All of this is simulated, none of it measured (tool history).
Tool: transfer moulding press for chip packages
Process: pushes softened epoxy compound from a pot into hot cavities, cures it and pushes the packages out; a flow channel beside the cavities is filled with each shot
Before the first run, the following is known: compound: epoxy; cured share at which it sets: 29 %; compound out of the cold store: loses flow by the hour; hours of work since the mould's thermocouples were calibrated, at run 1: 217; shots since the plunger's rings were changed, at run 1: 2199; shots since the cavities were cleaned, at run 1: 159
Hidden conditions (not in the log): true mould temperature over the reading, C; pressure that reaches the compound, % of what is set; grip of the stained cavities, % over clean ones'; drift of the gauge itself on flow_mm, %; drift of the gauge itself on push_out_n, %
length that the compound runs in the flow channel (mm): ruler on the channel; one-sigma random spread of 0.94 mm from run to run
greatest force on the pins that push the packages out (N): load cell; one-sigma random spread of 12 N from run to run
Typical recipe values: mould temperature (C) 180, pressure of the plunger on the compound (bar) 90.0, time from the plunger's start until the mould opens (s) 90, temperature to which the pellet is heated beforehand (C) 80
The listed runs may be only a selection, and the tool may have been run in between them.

| run | hour | mould temperature (C) | pressure of the plunger on the compound (bar) | time from the plunger's start until the mould opens (s) | temperature to which the pellet is heated beforehand (C) | hours of work since the mould's thermocouples were calibrated | shots since the plunger's rings were changed | shots since the cavities were cleaned | incoming compound's hours out of the cold store | length that the compound runs in the flow channel (mm) | greatest force on the pins that push the packages out (N) |
|---|---|---|---|---|---|---|---|---|---|---|---|
| 1 | 0.0 | 180 | 90.0 | 90 | 80 | 217 | 2199 | 159 | 46.1 | 455.1 | 677 |
| 2 | 5.1 | 180 | 98.6 | 90 | 80 | 221 | 2265 | 225 | 10.3 | 539.2 | 748 |
| 3 | 13.4 | 180 | 98.6 | 90 | 80 | 226 | 2373 | 333 | 38.9 | 487.5 | 788 |
| 4 | 22.8 | 180 | 90.0 | 90 | 80 | 233 | 2495 | 455 | 14.8 | 505.2 | 893 |
| 5 | 27.4 | 180 | 90.0 | 90 | 80 | 236 | 2555 | 515 | 31.4 | 477.4 | 881 |
| 6 | 36.1 | 180 | 90.0 | 90 | 80 | 242 | 2668 | 628 | 34.5 | 471.7 | 961 |
| 7 | 41.9 | 180 | 90.0 | 90 | 80 | 246 | 2743 | 703 | 40.3 | 462.2 | 973 |
| 8 | 48.0 | 180 | 90.0 | 90 | 80 | 251 | 2823 | 783 | 13.7 | 505.6 | 1037 |
| 9 | 56.1 | 180 | 90.0 | 90 | 80 | 256 | 2928 | 888 | 11.9 | 507.7 | 1086 |
|  | 66.1 | plunger's sealing rings changed |
|  | 67.6 | cavities cleaned with cleaning compound and waxed |
| 10 | 69.7 | 180 | 90.0 | 90 | 80 | 263 | 27 | 27 | 39.5 | 474.5 | 580 |
| 11 | 79.9 | 180 | 90.0 | 90 | 80 | 270 | 159 | 159 | 40.0 | 474.9 | 699 |
| 12 | 85.4 | 180 | 90.0 | 90 | 80 | 274 | 231 | 231 | 11.2 | 524.1 | 759 |
| 13 | 94.8 | 180 | 90.0 | 90 | 80 | 280 | 353 | 353 | 36.9 | 475.4 | 800 |
| 14 | 100.0 | 180 | 90.0 | 90 | 80 | 284 | 421 | 421 | 24.7 | 499.3 | 879 |
| 15 | 106.5 | 180 | 90.0 | 90 | 80 | 288 | 505 | 505 | 32.7 | 483.3 | 868 |
| 16 | 115.8 | 180 | 81.4 | 90 | 87 | 295 | 626 | 626 | 11.2 | 494.5 | 963 |
| 17 | 126.3 | 182 | 80.8 | 88 | 83 | 302 | 762 | 762 | 43.1 | 439.6 | 928 |
| 18 | 132.7 | 186 | 70.9 | 90 | 80 | 307 | 846 | 846 | 28.4 | 424.3 | 893 |
| 19 | 138.4 | 186 | 70.9 | 90 | 80 | 311 | 919 | 919 | 45.5 | 399.7 | 888 |
|  | 145.0 | cavities cleaned with cleaning compound and waxed |
| 20 | 149.3 | 186 | 70.9 | 73 | 75 | 317 | 1042 | 56 | 15.4 | 442.6 | 650 |
| 21 | 154.7 | 182 | 107.3 | 73 | 82 | 321 | 1112 | 126 | 38.9 | 510.5 | 849 |
| 22 | 160.6 | 180 | 90.0 | 90 | 86 | 325 | 1189 | 203 | 12.9 | 516.6 | 755 |
| 23 | 165.9 | 178 | 69.4 | 90 | 80 | 329 | 1258 | 272 | 19.9 | 443.7 | 875 |
| 24 | 175.1 | 178 | 69.4 | 90 | 80 | 335 | 1377 | 391 | 23.8 | 439.9 | 917 |
| 25 | 181.8 | 184 | 109.9 | 90 | 87 | 340 | 1464 | 478 | 14.5 | 556.3 | 796 |
| 26 | 188.9 | 184 | 109.9 | 90 | 87 | 345 | 1557 | 571 | 25.4 | 534.3 | 795 |
| 27 | 195.5 | 186 | 109.9 | 86 | 87 | 349 | 1642 | 656 | 17.1 | 545.8 | 858 |
| 28 | 201.4 | 180 | 86.0 | 90 | 85 | 354 | 1719 | 733 | 45.1 | 449.1 | 967 |

Hidden condition of the tool, last listed run before each entry between runs versus first listed run after:
Runs 9 to 10: plunger's sealing rings changed (hour 66.1); cavities cleaned with cleaning compound and waxed (hour 67.6)
  pressure that reaches the compound, % of what is set: 94.58 -> 99.7; grip of the stained cavities, % over clean ones': 87.5 -> 5.6
  measured less the result without the state, length that the compound runs in the flow channel (mm): -14.2 -> -0.5; greatest force on the pins that push the packages out (N): +508 -> +32
Runs 19 to 20: cavities cleaned with cleaning compound and waxed (hour 145.0)
  true mould temperature over the reading, C: 0.01 -> 0.02; pressure that reaches the compound, % of what is set: 98.21 -> 98.02; grip of the stained cavities, % over clean ones': 89.8 -> 12.1
  measured less the result without the state, length that the compound runs in the flow channel (mm): -3.7 -> -4.5; greatest force on the pins that push the packages out (N): +419 -> +70
